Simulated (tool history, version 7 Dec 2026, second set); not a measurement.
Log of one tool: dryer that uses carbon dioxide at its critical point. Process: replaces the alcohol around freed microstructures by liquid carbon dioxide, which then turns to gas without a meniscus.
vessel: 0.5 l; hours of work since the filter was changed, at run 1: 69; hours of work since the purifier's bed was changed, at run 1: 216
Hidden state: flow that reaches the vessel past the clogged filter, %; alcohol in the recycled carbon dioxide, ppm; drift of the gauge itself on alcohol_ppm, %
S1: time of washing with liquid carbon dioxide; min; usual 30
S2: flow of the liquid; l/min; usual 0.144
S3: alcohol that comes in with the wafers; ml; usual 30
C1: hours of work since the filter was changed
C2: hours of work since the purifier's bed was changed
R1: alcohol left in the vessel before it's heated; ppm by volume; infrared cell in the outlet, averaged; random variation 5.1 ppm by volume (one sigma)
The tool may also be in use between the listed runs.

Run 1, hour 0: usual settings; C1 69; C2 216. Result: R1 163 ppm by volume.
Run 2, hour 7.9: usual settings; C1 74; C2 220. Result: R1 179 ppm by volume.
Run 3, hour 17.7: usual settings; C1 79; C2 225. Result: R1 188 ppm by volume.
Run 4, hour 25.1: usual settings; C1 83; C2 229. Result: R1 200 ppm by volume.
Run 5, hour 33.5: usual settings; C1 88; C2 234. Result: R1 188 ppm by volume.
Run 6, hour 38.3: usual settings; C1 90; C2 237. Result: R1 188 ppm by volume.
Run 7, hour 47.3: usual settings but S1 43 min, S2 0.117 l/min, S3 26 ml; C1 95; C2 242. Result: R1 142 ppm by volume.
Run 8, hour 56.6: usual settings but S1 45 min, S2 0.117 l/min, S3 26 ml; C1 100; C2 247. Result: R1 136 ppm by volume.
Run 9, hour 65.8: usual settings but S1 44 min; C1 105; C2 252. Result: R1 123 ppm by volume.
Run 10, hour 72.4: usual settings but S1 44 min; C1 109; C2 255. Result: R1 119 ppm by volume.
Run 11, hour 77: usual settings but S1 44 min, S2 0.104 l/min; C1 111; C2 258. Result: R1 182 ppm by volume.
Run 12, hour 81.6: usual settings but S1 24 min, S2 0.199 l/min, S3 86 ml; C1 114; C2 260. Result: R1 241 ppm by volume.

5 ways to go on from here, each from the tool as it stands after run 12. What would each give?
Run A, hour 88.7: usual settings but S1 24 min, S2 0.15 l/min, S3 20 ml; C1 118; C2 264. Result: R1 ?.
Run B, hour 88.7: usual settings but S1 43 min; C1 118; C2 264. Result: R1 ?.
Run C, hour 88.7: usual settings but S1 31 min, S2 0.199 l/min, S3 116 ml; C1 118; C2 264. Result: R1 ?.
Run D, hour 88.7: usual settings but S3 39 ml; C1 118; C2 264. Result: R1 ?.
Run E, hour 88.7: usual settings but S1 25 min, S2 0.16 l/min; C1 118; C2 264. Result: R1 ?.

run   R1
  A  298
  B  127
  C  144
  D  244
  E  264
Without the tool's hidden state the same runs would have given:
run   R1
  A  123
  B    7
  C   17
  D   81
  E  100
